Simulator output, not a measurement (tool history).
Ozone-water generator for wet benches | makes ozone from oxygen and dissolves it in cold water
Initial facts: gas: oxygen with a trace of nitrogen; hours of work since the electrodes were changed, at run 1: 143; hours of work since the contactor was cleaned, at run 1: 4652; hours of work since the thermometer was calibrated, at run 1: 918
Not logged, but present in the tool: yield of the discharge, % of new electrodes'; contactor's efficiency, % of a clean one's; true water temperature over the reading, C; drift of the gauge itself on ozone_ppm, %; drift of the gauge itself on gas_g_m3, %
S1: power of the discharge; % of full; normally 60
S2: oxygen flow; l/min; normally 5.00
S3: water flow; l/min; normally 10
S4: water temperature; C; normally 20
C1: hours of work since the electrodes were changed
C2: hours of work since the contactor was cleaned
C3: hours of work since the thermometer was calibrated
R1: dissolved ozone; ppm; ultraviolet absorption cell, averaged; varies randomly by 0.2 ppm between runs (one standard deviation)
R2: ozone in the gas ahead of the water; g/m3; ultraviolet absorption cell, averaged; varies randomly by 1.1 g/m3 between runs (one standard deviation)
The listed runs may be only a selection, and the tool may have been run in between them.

run 1 hour=0.0 | S1=60 S2=5.00 S3=10 S4=20 | C1=143 C2=4652 C3=918 | R1=27.1 R2=193.1
run 2 hour=150.1 | S1=60 S2=5.00 S3=10 S4=20 | C1=238 C2=4748 C3=1014 | R1=27.0 R2=190.9
run 3 hour=230.0 | S1=60 S2=5.00 S3=10 S4=20 | C1=289 C2=4799 C3=1064 | R1=26.7 R2=194.0
run 4 hour=330.2 | S1=60 S2=5.00 S3=10 S4=20 | C1=353 C2=4863 C3=1128 | R1=26.9 R2=191.8
run 5 hour=429.0 | S1=60 S2=5.00 S3=10 S4=20 | C1=416 C2=4925 C3=1191 | R1=26.6 R2=190.0
run 6 hour=593.8 | S1=60 S2=5.00 S3=10 S4=20 | C1=521 C2=5030 C3=1296 | R1=26.6 R2=192.9
run 7 hour=713.7 | S1=60 S2=5.00 S3=10 S4=20 | C1=598 C2=5107 C3=1373 | R1=26.6 R2=189.8
-- hour=787.0 contactor cleaned
run 8 hour=827.3 | S1=60 S2=5.00 S3=10 S4=20 | C1=667 C2=26 C3=1442 | R1=27.5 R2=191.8
run 9 hour=973.1 | S1=60 S2=5.00 S3=10 S4=20 | C1=760 C2=119 C3=1535 | R1=27.7 R2=192.1
run 10 hour=1046.2 | S1=60 S2=5.00 S3=10 S4=20 | C1=807 C2=165 C3=1582 | R1=27.4 R2=188.7
run 11 hour=1123.6 | S1=60 S2=5.00 S3=10 S4=20 | C1=856 C2=214 C3=1631 | R1=27.9 R2=190.6
run 12 hour=1249.9 | S1=60 S2=5.00 S3=10 S4=20 | C1=937 C2=295 C3=1712 | R1=27.4 R2=188.5
run 13 hour=1397.8 | S1=81 S2=5.00 S3=10 S4=20 | C1=1031 C2=389 C3=1806 | R1=35.1 R2=239.8
run 14 hour=1496.2 | S1=81 S2=5.00 S3=10 S4=20 | C1=1093 C2=452 C3=1868 | R1=35.0 R2=241.7
run 15 hour=1670.2 | S1=81 S2=5.00 S3=11 S4=20 | C1=1204 C2=563 C3=1979 | R1=33.3 R2=238.5
run 16 hour=1772.7 | S1=60 S2=5.00 S3=11 S4=20 | C1=1270 C2=628 C3=2045 | R1=25.6 R2=186.8
run 17 hour=1856.1 | S1=46 S2=7.95 S3=6 S4=14 | C1=1323 C2=681 C3=2098 | R1=26.1 R2=111.6
run 18 hour=1969.3 | S1=46 S2=7.95 S3=6 S4=14 | C1=1395 C2=753 C3=2170 | R1=26.1 R2=110.8
run 19 hour=2139.0 | S1=60 S2=8.76 S3=10 S4=20 | C1=1503 C2=861 C3=2278 | R1=22.1 R2=129.2
run 20 hour=2249.1 | S1=60 S2=6.99 S3=10 S4=20 | C1=1573 C2=931 C3=2348 | R1=24.2 R2=150.3
run 21 hour=2421.0 | S1=93 S2=5.00 S3=10 S4=20 | C1=1683 C2=1041 C3=2458 | R1=38.2 R2=264.8
run 22 hour=2581.0 | S1=93 S2=5.00 S3=10 S4=20 | C1=1784 C2=1143 C3=2560 | R1=37.6 R2=262.5
run 23 hour=2753.8 | S1=93 S2=5.00 S3=10 S4=20 | C1=1895 C2=1253 C3=2670 | R1=37.7 R2=263.3
run 24 hour=2899.0 | S1=44 S2=5.00 S3=10 S4=14 | C1=1987 C2=1345 C3=2762 | R1=23.1 R2=141.6
run 25 hour=3077.9 | S1=44 S2=3.41 S3=10 S4=22 | C1=2101 C2=1459 C3=2876 | R1=21.9 R2=184.2
run 26 hour=3251.8 | S1=88 S2=5.00 S3=10 S4=12 | C1=2212 C2=1570 C3=2987 | R1=41.2 R2=247.6
run 27 hour=3386.2 | S1=53 S2=4.82 S3=10 S4=12 | C1=2297 C2=1656 C3=3072 | R1=28.2 R2=169.7
run 28 hour=3537.6 | S1=77 S2=4.82 S3=13 S4=12 | C1=2394 C2=1752 C3=3169 | R1=32.0 R2=228.2
run 29 hour=3706.3 | S1=77 S2=4.82 S3=13 S4=12 | C1=2501 C2=1860 C3=3276 | R1=31.2 R2=224.8
run 30 hour=3821.3 | S1=77 S2=4.82 S3=6 S4=12 | C1=2575 C2=1933 C3=3350 | R1=48.4 R2=227.2
run 31 hour=3898.9 | S1=92 S2=6.96 S3=6 S4=15 | C1=2624 C2=1982 C3=3399 | R1=44.5 R2=203.0
run 32 hour=3997.6 | S1=85 S2=5.00 S3=10 S4=25 | C1=2687 C2=2045 C3=3462 | R1=30.9 R2=238.9

Pick out some run-to-run changes in R1. Of each, how much would a tool without hidden state show as well, from the settings, what came in and chance, and how much is left for the hidden state and any gauge scatter not in both results compared?
Run 23 -> 24: S1 93 -> 44, S4 20 -> 14. R1 -14.6 ppm: hidden state +2.2, all else -16.8.
Run 25 -> 26: S1 44 -> 88, S2 3.41 -> 5.00, S4 22 -> 12. R1 +19.3 ppm: hidden state -2.9, all else +22.2.
Run 26 -> 27: S1 88 -> 53, S2 5.00 -> 4.82. R1 -13.0 ppm: hidden state +2.1, all else -15.1.
Run 29 -> 30: S3 13 -> 6. R1 +17.2 ppm: hidden state -1.7, all else +18.9.

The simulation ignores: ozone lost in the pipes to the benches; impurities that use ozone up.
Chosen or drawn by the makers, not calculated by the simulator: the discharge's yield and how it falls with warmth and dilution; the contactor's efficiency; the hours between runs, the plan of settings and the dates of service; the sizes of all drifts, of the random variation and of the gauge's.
